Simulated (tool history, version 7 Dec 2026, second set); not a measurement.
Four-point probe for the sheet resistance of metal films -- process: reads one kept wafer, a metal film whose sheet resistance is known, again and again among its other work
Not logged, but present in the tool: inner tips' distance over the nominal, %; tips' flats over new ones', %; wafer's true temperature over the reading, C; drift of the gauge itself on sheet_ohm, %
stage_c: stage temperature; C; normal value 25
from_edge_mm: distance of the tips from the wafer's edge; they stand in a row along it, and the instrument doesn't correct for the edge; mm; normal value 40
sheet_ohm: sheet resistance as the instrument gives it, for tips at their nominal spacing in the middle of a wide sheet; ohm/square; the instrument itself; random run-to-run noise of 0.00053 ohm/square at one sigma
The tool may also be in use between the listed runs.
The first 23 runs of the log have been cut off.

| run | day | stage_c | from_edge_mm | touches since the probe head was changed | hours of work since the stage's thermometer was calibrated | sheet_ohm |
|---|---|---|---|---|---|---|
| 24 | 38.950 | 26 | 45 | 43081 | 41 | 2.635283 |
| 25 | 40.533 | 27 | 5 | 43654 | 61 | 2.650053 |
| 26 | 42.833 | 24 | 40 | 44487 | 89 | 2.634047 |
| 27 | 44.208 | 25 | 7 | 44985 | 106 | 2.642052 |
| 28 | 46.333 | 22 | 7 | 45754 | 132 | 2.638585 |
| 29 | 48.300 | 30 | 35 | 46467 | 156 | 2.638046 |
| 30 | 49.775 | 30 | 35 | 47001 | 175 | 2.637461 |
| 31 | 51.175 | 25 | 29 | 47507 | 192 | 2.634465 |
| 32 | 53.254 | 20 | 21 | 48260 | 217 | 2.630200 |
| 33 | 54.729 | 29 | 3 | 48795 | 236 | 2.676044 |
| 34 | 56.608 | 29 | 3 | 49474 | 259 | 2.675466 |
| 35 | 57.950 | 33 | 19 | 49961 | 275 | 2.640795 |
| 36 | 59.779 | 22 | 9 | 50623 | 298 | 2.634374 |
| 37 | 60.796 | 22 | 9 | 50992 | 310 | 2.634607 |
| 38 | 61.750 | 22 | 9 | 51336 | 322 | 2.635879 |

Below are 5 alternative next runs, each starting from the tool's condition after run 38. Predict each:
| A | 62.708 | 27 | 4 | 51684 | 334 | ? |
| B | 62.708 | 22 | 39 | 51684 | 334 | ? |
| C | 62.708 | 19 | 60 | 51684 | 334 | ? |
| D | 62.708 | 22 | 4 | 51684 | 334 | ? |
| E | 62.708 | 22 | 5 | 51684 | 334 | ? |

| run | sheet_ohm |
|---|---|
| A | 2.656248 |
| B | 2.631055 |
| C | 2.628355 |
| D | 2.652241 |
| E | 2.643305 |
Had the tool no hidden state, the same runs would have come out as:
| run | sheet_ohm |
|---|---|
| A | 2.667075 |
| B | 2.641763 |
| C | 2.639037 |
| D | 2.663027 |
| E | 2.654058 |

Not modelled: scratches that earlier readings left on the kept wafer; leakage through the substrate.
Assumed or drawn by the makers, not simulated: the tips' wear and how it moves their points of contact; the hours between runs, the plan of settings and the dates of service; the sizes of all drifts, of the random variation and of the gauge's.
